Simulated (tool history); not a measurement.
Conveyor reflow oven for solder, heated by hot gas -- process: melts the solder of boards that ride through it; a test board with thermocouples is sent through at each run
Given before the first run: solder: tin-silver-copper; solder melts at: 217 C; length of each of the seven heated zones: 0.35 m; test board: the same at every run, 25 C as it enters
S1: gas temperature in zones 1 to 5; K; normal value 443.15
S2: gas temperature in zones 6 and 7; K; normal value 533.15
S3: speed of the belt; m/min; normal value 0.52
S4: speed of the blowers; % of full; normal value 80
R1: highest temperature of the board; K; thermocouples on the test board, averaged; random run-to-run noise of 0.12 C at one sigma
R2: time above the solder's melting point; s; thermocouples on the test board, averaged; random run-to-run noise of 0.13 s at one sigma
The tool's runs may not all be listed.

run,hour,S1,S2,S3,S4,R1,R2
1,0,443.15,533.15,0.52,80,518.35,54.2
2,9.6,443.15,533.15,0.52,80,518.45,54.1
3,21.8,443.15,533.15,0.547,80,516.85,49.4
4,32.2,443.15,540.15,0.52,80,524.55,58.5
5,43.3,443.15,540.15,0.52,80,524.35,58.5
6,55.3,443.15,540.15,0.52,80,524.35,58.5
7,66.3,443.15,533.15,0.547,80,516.75,49.4
8,86,443.15,533.15,0.44,80,522.55,70.1
9,102.6,443.15,533.15,0.44,80,522.55,69.9
10,116.2,443.15,533.15,0.44,80,522.65,69.8
11,134.7,443.15,533.15,0.44,80,522.55,69.6
12,148.4,443.15,533.15,0.52,80,518.05,53.6
13,166.3,443.15,533.15,0.52,80,518.05,53.4
14,181.1,447.15,533.15,0.52,80,518.55,55.6
# hour 187.6: flux residue cleaned out of gas plates and filters
15,202.7,443.15,534.15,0.52,80,518.65,53.8
# hour 213.1: thermocouples of zones 6 and 7 changed
16,225.9,443.15,534.15,0.52,80,519.45,54.7
17,242.6,443.15,534.15,0.52,80,519.25,54.5
18,256.5,439.15,538.15,0.533,82,521.75,53.9
19,272.4,439.15,532.15,0.533,60,509.95,39.4
20,294.7,429.15,532.15,0.533,82,514.75,44.3
# hour 306.7: flux residue cleaned out of gas plates and filters, once more
21,318.4,428.15,537.15,0.619,75,511.95,33.4
22,331.4,443.15,542.15,0.52,75,525.65,59.4
23,344,429.15,531.15,0.584,75,509.65,33.8
24,359.2,443.15,544.15,0.555,53,516.35,45
25,375.9,443.15,544.15,0.472,67,527.95,67.3
26,386.2,457.15,535.15,0.471,79,525.05,72.6
27,400.8,443.15,533.15,0.554,57,509.45,38
28,410.4,451.15,533.15,0.52,80,520.15,58.7
29,420.3,451.15,543.15,0.592,70,521.85,50.7
30,437.2,458.15,533.15,0.52,56,514.75,54.2

5 options for the next run, each taken on its own from the tool as it stands now. Forecast them:
A,455,443.15,533.15,0.431,64,?,?
B,455,443.15,545.15,0.491,72,?,?
C,455,448.15,533.15,0.426,51,?,?
D,455,451.15,536.15,0.613,56,?,?
E,455,443.15,530.15,0.52,77,?,?

run,R1,R2
A,519.75,67.6
B,528.85,65.5
C,517.15,65.7
D,509.35,35.2
E,515.55,51
Had the tool no hidden state, the same runs would have come out as:
run,R1,R2
A,520.45,68.1
B,529.65,65.8
C,517.75,66.1
D,510.05,35.8
E,516.35,51.6
